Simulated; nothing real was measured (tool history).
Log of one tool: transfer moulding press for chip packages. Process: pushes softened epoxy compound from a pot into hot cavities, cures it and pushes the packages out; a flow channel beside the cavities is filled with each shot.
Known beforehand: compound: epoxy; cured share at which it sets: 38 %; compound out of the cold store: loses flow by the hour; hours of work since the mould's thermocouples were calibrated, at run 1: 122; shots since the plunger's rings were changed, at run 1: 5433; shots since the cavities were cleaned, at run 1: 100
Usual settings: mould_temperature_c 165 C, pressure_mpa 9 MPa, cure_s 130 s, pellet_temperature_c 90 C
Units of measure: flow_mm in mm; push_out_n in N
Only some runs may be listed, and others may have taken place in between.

| run | hour | mould_temperature_c | pressure_mpa | cure_s | pellet_temperature_c | hours of work since the mould's thermocouples were calibrated | shots since the plunger's rings were changed | shots since the cavities were cleaned | incoming compound's hours out of the cold store | flow_mm | push_out_n |
|---|---|---|---|---|---|---|---|---|---|---|---|
| 1 | 0 | 165 | 9 | 130 | 90 | 122 | 5433 | 100 | 13.4 | 822 | 373 |
| 2 | 11.1 | 165 | 9 | 141 | 90 | 130 | 5560 | 227 | 43.5 | 748 | 376 |
| 3 | 16.6 | 165 | 7.13 | 130 | 90 | 134 | 5622 | 289 | 13.1 | 718 | 419 |
| 4 | 27.9 | 165 | 7.13 | 130 | 90 | 143 | 5751 | 418 | 8.8 | 724 | 454 |
| 5 | 37.7 | 165 | 7.13 | 130 | 90 | 150 | 5863 | 530 | 21.2 | 696 | 455 |
| 6 | 43 | 165 | 7.13 | 144 | 90 | 154 | 5924 | 591 | 14.6 | 709 | 447 |
| 7 | 51.6 | 165 | 7.13 | 144 | 90 | 161 | 6021 | 688 | 37.9 | 660 | 451 |
| 8 | 60.6 | 165 | 7.13 | 144 | 90 | 168 | 6124 | 791 | 32.2 | 675 | 475 |
|  | 65.5 | plunger's sealing rings changed |
| 9 | 73.2 | 165 | 9 | 130 | 90 | 175 | 89 | 907 | 47.6 | 785 | 501 |
| 10 | 82 | 165 | 9.36 | 130 | 90 | 182 | 189 | 1007 | 44.9 | 792 | 531 |
| 11 | 93.1 | 165 | 9.36 | 130 | 90 | 190 | 315 | 1133 | 11.9 | 876 | 551 |
|  | 99 | cavities cleaned with cleaning compound and waxed |
| 12 | 106.9 | 165 | 9 | 130 | 90 | 199 | 456 | 91 | 21.6 | 822 | 356 |
| 13 | 114.5 | 165 | 9 | 130 | 90 | 205 | 543 | 178 | 37.8 | 792 | 374 |
| 14 | 124.6 | 165 | 9 | 130 | 90 | 213 | 657 | 292 | 43.9 | 774 | 420 |
| 15 | 135.1 | 165 | 9 | 130 | 90 | 221 | 777 | 412 | 13.7 | 847 | 434 |
| 16 | 142.2 | 165 | 7.02 | 115 | 89 | 226 | 858 | 493 | 11.8 | 756 | 533 |
| 17 | 147.2 | 165 | 7.02 | 115 | 89 | 230 | 915 | 550 | 24.6 | 723 | 537 |
| 18 | 159.3 | 159 | 7.02 | 115 | 84 | 239 | 1053 | 688 | 15.1 | 767 | 937 |
| 19 | 164.7 | 170 | 8.51 | 145 | 84 | 243 | 1115 | 750 | 25.2 | 781 | 432 |
| 20 | 173.2 | 170 | 8.51 | 145 | 84 | 249 | 1212 | 847 | 16.8 | 802 | 443 |
| 21 | 182.5 | 162 | 7.21 | 119 | 94 | 257 | 1318 | 953 | 28.7 | 736 | 707 |
| 22 | 193.7 | 157 | 8.56 | 119 | 94 | 265 | 1446 | 1081 | 20.4 | 834 | 1126 |
|  | 203.8 | cavities cleaned with cleaning compound and waxed |
| 23 | 205.6 | 157 | 8.56 | 119 | 94 | 273 | 1564 | 21 | 19.3 | 843 | 706 |
| 24 | 216.5 | 160 | 9.68 | 115 | 86 | 281 | 1688 | 145 | 47.8 | 814 | 594 |
| 25 | 228.4 | 160 | 9.68 | 115 | 86 | 290 | 1824 | 281 | 16.3 | 901 | 722 |
| 26 | 234.1 | 165 | 7.16 | 150 | 91 | 294 | 1889 | 346 | 16.1 | 748 | 404 |
| 27 | 244.7 | 162 | 7.16 | 150 | 99 | 302 | 2010 | 467 | 38.6 | 705 | 434 |
| 28 | 254.6 | 160 | 9 | 130 | 97 | 310 | 2123 | 580 | 32 | 815 | 589 |
| 29 | 265.5 | 158 | 9 | 130 | 87 | 318 | 2247 | 704 | 36 | 811 | 739 |

Here are 4 independent what-if runs from the current tool condition. What would each one return?
| A | 272.6 | 169 | 8.59 | 112 | 87 | 323 | 2328 | 785 | 10.1 | ? | ? |
| B | 272.6 | 164 | 7.78 | 130 | 81 | 323 | 2328 | 785 | 11.9 | ? | ? |
| C | 272.6 | 158 | 9.47 | 130 | 87 | 323 | 2328 | 785 | 45.2 | ? | ? |
| D | 272.6 | 165 | 6.99 | 130 | 90 | 323 | 2328 | 785 | 11.6 | ? | ? |

| run | flow_mm | push_out_n |
|---|---|---|
| A | 802 | 503 |
| B | 776 | 539 |
| C | 813 | 706 |
| D | 740 | 517 |
Take away the tool's hidden state, keep each run's random variation, and the runs would have read:
| run | flow_mm | push_out_n |
|---|---|---|
| A | 823 | 336 |
| B | 796 | 360 |
| C | 835 | 472 |
| D | 759 | 347 |
